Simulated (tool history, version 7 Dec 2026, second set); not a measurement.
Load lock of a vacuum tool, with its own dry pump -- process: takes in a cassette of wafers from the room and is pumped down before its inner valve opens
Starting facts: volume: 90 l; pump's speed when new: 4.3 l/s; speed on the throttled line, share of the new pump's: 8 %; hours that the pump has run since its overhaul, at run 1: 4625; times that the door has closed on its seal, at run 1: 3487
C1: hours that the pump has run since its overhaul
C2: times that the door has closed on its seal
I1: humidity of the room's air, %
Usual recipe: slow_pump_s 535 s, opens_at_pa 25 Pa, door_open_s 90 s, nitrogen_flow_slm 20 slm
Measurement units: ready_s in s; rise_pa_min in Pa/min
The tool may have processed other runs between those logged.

run 1 hour=0 | slow_pump_s=535 opens_at_pa=25 door_open_s=90 nitrogen_flow_slm=20 | C1=4625 C2=3487 | I1=44.7 | ready_s=663.7 rise_pa_min=0.021
run 2 hour=334.4 | slow_pump_s=535 opens_at_pa=25 door_open_s=90 nitrogen_flow_slm=20 | C1=4959 C2=4332 | I1=44.7 | ready_s=661.7 rise_pa_min=0.016
run 3 hour=668.6 | slow_pump_s=535 opens_at_pa=25 door_open_s=61 nitrogen_flow_slm=20 | C1=5293 C2=5177 | I1=43.4 | ready_s=662.6 rise_pa_min=0.014
run 4 hour=1090.1 | slow_pump_s=535 opens_at_pa=25 door_open_s=61 nitrogen_flow_slm=20 | C1=5715 C2=6243 | I1=43.7 | ready_s=663.5 rise_pa_min=0.02
run 5 hour=1469.6 | slow_pump_s=535 opens_at_pa=25 door_open_s=61 nitrogen_flow_slm=20 | C1=6094 C2=7202 | I1=46 | ready_s=663.6 rise_pa_min=0.014
run 6 hour=1926.7 | slow_pump_s=535 opens_at_pa=22 door_open_s=90 nitrogen_flow_slm=20 | C1=6551 C2=8358 | I1=44.6 | ready_s=664.2 rise_pa_min=0.022
run 7 hour=2465.3 | slow_pump_s=535 opens_at_pa=22 door_open_s=90 nitrogen_flow_slm=20 | C1=7090 C2=9719 | I1=41.6 | ready_s=667 rise_pa_min=0.018
run 8 hour=2797.3 | slow_pump_s=535 opens_at_pa=22 door_open_s=90 nitrogen_flow_slm=20 | C1=7422 C2=10558 | I1=47.9 | ready_s=667.1 rise_pa_min=0.025
run 9 hour=3282.7 | slow_pump_s=535 opens_at_pa=25 door_open_s=90 nitrogen_flow_slm=20 | C1=7907 C2=11786 | I1=46.4 | ready_s=664.7 rise_pa_min=0.019
run 10 hour=3861.3 | slow_pump_s=535 opens_at_pa=40 door_open_s=90 nitrogen_flow_slm=20 | C1=8486 C2=13248 | I1=44.7 | ready_s=653.8 rise_pa_min=0.019
run 11 hour=4227.4 | slow_pump_s=535 opens_at_pa=40 door_open_s=90 nitrogen_flow_slm=20 | C1=8852 C2=14174 | I1=41.6 | ready_s=651.8 rise_pa_min=0.024
run 12 hour=4492.3 | slow_pump_s=535 opens_at_pa=40 door_open_s=90 nitrogen_flow_slm=20 | C1=9117 C2=14843 | I1=43.7 | ready_s=654.3 rise_pa_min=0.017
run 13 hour=5050.6 | slow_pump_s=312 opens_at_pa=25 door_open_s=90 nitrogen_flow_slm=20 | C1=9675 C2=16255 | I1=42 | ready_s=459.4 rise_pa_min=0.019
run 14 hour=5393.2 | slow_pump_s=535 opens_at_pa=25 door_open_s=180 nitrogen_flow_slm=20 | C1=10018 C2=17121 | I1=41.7 | ready_s=664.6 rise_pa_min=0.026
run 15 hour=5720.1 | slow_pump_s=535 opens_at_pa=25 door_open_s=180 nitrogen_flow_slm=20 | C1=10345 C2=17947 | I1=47.9 | ready_s=663.6 rise_pa_min=0.024
run 16 hour=6032.9 | slow_pump_s=535 opens_at_pa=25 door_open_s=180 nitrogen_flow_slm=20 | C1=10657 C2=18738 | I1=41.2 | ready_s=663.7 rise_pa_min=0.023
run 17 hour=6308.7 | slow_pump_s=535 opens_at_pa=25 door_open_s=180 nitrogen_flow_slm=20 | C1=10933 C2=19435 | I1=45.7 | ready_s=665.7 rise_pa_min=0.022
run 18 hour=6814.2 | slow_pump_s=535 opens_at_pa=25 door_open_s=180 nitrogen_flow_slm=20 | C1=11439 C2=20713 | I1=48.5 | ready_s=663 rise_pa_min=0.024
run 19 hour=7287.2 | slow_pump_s=535 opens_at_pa=25 door_open_s=90 nitrogen_flow_slm=20 | C1=11912 C2=21909 | I1=46 | ready_s=664.3 rise_pa_min=0.018
run 20 hour=7699.4 | slow_pump_s=516 opens_at_pa=30 door_open_s=212 nitrogen_flow_slm=4 | C1=12324 C2=22951 | I1=43.3 | ready_s=641.6 rise_pa_min=0.031
run 21 hour=8034.7 | slow_pump_s=672 opens_at_pa=39 door_open_s=85 nitrogen_flow_slm=11 | C1=12659 C2=23798 | I1=47 | ready_s=781.2 rise_pa_min=0.023
run 22 hour=8414.6 | slow_pump_s=672 opens_at_pa=39 door_open_s=85 nitrogen_flow_slm=11 | C1=13039 C2=24759 | I1=46.6 | ready_s=778.6 rise_pa_min=0.028
run 23 hour=8836.9 | slow_pump_s=672 opens_at_pa=39 door_open_s=85 nitrogen_flow_slm=11 | C1=13461 C2=25826 | I1=47 | ready_s=778.5 rise_pa_min=0.021
run 24 hour=9414.5 | slow_pump_s=672 opens_at_pa=39 door_open_s=85 nitrogen_flow_slm=11 | C1=14039 C2=27286 | I1=42.8 | ready_s=780.4 rise_pa_min=0.018
run 25 hour=10009.4 | slow_pump_s=360 opens_at_pa=31 door_open_s=101 nitrogen_flow_slm=18 | C1=14634 C2=28790 | I1=43.6 | ready_s=498.3 rise_pa_min=0.025
run 26 hour=10288.6 | slow_pump_s=360 opens_at_pa=31 door_open_s=101 nitrogen_flow_slm=18 | C1=14913 C2=29496 | I1=48.8 | ready_s=497.3 rise_pa_min=0.022
run 27 hour=10787.1 | slow_pump_s=384 opens_at_pa=25 door_open_s=90 nitrogen_flow_slm=9 | C1=15412 C2=30756 | I1=44 | ready_s=522.9 rise_pa_min=0.018
run 28 hour=11309.1 | slow_pump_s=710 opens_at_pa=25 door_open_s=90 nitrogen_flow_slm=18 | C1=15934 C2=32075 | I1=42.3 | ready_s=824.1 rise_pa_min=0.013
run 29 hour=11914.8 | slow_pump_s=651 opens_at_pa=23 door_open_s=55 nitrogen_flow_slm=14 | C1=16539 C2=33607 | I1=48.4 | ready_s=772.2 rise_pa_min=0.023
run 30 hour=12213.8 | slow_pump_s=572 opens_at_pa=27 door_open_s=56 nitrogen_flow_slm=6 | C1=16838 C2=34363 | I1=47.9 | ready_s=696.6 rise_pa_min=0.022
run 31 hour=12661.9 | slow_pump_s=507 opens_at_pa=25 door_open_s=90 nitrogen_flow_slm=20 | C1=17286 C2=35495 | I1=43.7 | ready_s=638.4 rise_pa_min=0.017
run 32 hour=13202.1 | slow_pump_s=507 opens_at_pa=22 door_open_s=164 nitrogen_flow_slm=18 | C1=17827 C2=36861 | I1=48 | ready_s=639.7 rise_pa_min=0.029
run 33 hour=13727.1 | slow_pump_s=507 opens_at_pa=22 door_open_s=45 nitrogen_flow_slm=18 | C1=18352 C2=38188 | I1=44.1 | ready_s=640.4 rise_pa_min=0.016
run 34 hour=14296.4 | slow_pump_s=507 opens_at_pa=22 door_open_s=206 nitrogen_flow_slm=13 | C1=18921 C2=39627 | I1=44.1 | ready_s=641.5 rise_pa_min=0.029
-- hour=14744.4 dry pump taken out, an overhauled one fitted
run 35 hour=14868.5 | slow_pump_s=356 opens_at_pa=42 door_open_s=49 nitrogen_flow_slm=25 | C1=124 C2=41058 | I1=48 | ready_s=488.6 rise_pa_min=0.018
run 36 hour=15442.9 | slow_pump_s=356 opens_at_pa=42 door_open_s=49 nitrogen_flow_slm=25 | C1=698 C2=42510 | I1=44.6 | ready_s=488.8 rise_pa_min=0.007
run 37 hour=15861.8 | slow_pump_s=483 opens_at_pa=32 door_open_s=96 nitrogen_flow_slm=6 | C1=1117 C2=43569 | I1=43 | ready_s=611 rise_pa_min=0.018

Branching from run 37: 3 alternative next runs. What would each branch give?
run A hour=16144.6 | slow_pump_s=483 opens_at_pa=23 door_open_s=96 nitrogen_flow_slm=9 | C1=1400 C2=44284 | I1=46 | ready_s=? rise_pa_min=?
run B hour=16144.6 | slow_pump_s=535 opens_at_pa=18 door_open_s=90 nitrogen_flow_slm=20 | C1=1400 C2=44284 | I1=45.1 | ready_s=? rise_pa_min=?
run C hour=16144.6 | slow_pump_s=535 opens_at_pa=30 door_open_s=90 nitrogen_flow_slm=18 | C1=1400 C2=44284 | I1=40.9 | ready_s=? rise_pa_min=?

run=A ready_s=618.5 rise_pa_min=0.023
run=B ready_s=671.2 rise_pa_min=0.022
run=C ready_s=660.8 rise_pa_min=0.021
With the hidden condition removed and each run's random variation left untouched, the same runs would have given:
run=A ready_s=618.5 rise_pa_min=0.022
run=B ready_s=671.1 rise_pa_min=0.021
run=C ready_s=660.8 rise_pa_min=0.02
